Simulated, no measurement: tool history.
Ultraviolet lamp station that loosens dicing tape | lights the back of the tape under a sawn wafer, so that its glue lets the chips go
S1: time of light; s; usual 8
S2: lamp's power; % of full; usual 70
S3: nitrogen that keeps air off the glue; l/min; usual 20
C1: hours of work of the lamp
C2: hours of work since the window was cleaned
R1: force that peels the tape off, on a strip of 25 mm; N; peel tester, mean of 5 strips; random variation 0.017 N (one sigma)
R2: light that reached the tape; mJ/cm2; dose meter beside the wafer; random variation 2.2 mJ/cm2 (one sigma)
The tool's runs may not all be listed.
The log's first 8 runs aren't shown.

run	hour	S1	S2	S3	C1	C2	R1	R2
9	273.6	8	70	20	1050	68	0.842	179
10	306.1	8	70	24	1068	86	0.774	180
11	342.4	8	70	24	1088	106	0.753	180
12	372.3	8	70	24	1104	122	0.741	182
13	398.3	8	70	20	1118	136	0.843	184
14	440.9	14	70	20	1141	159	0.190	316
15	461.1	8	70	20	1152	170	0.802	181
16	481.9	8	70	20	1163	181	0.828	181
17	505.8	8	70	20	1176	194	0.847	183
18	547.0	8	75	20	1198	216	0.707	196
19	566.7	8	68	20	1209	227	0.918	175
20	588.1	8	70	12	1221	238	1.193	182

The next listed run, before its measurement:
21	620.0	8	70	12	1238	256	?	?

{"run 21": {"R1": 1.171, "R2": 177}}
Without the tool's hidden state the same run would have given R1 1.164 N, R2 178 mJ/cm2.
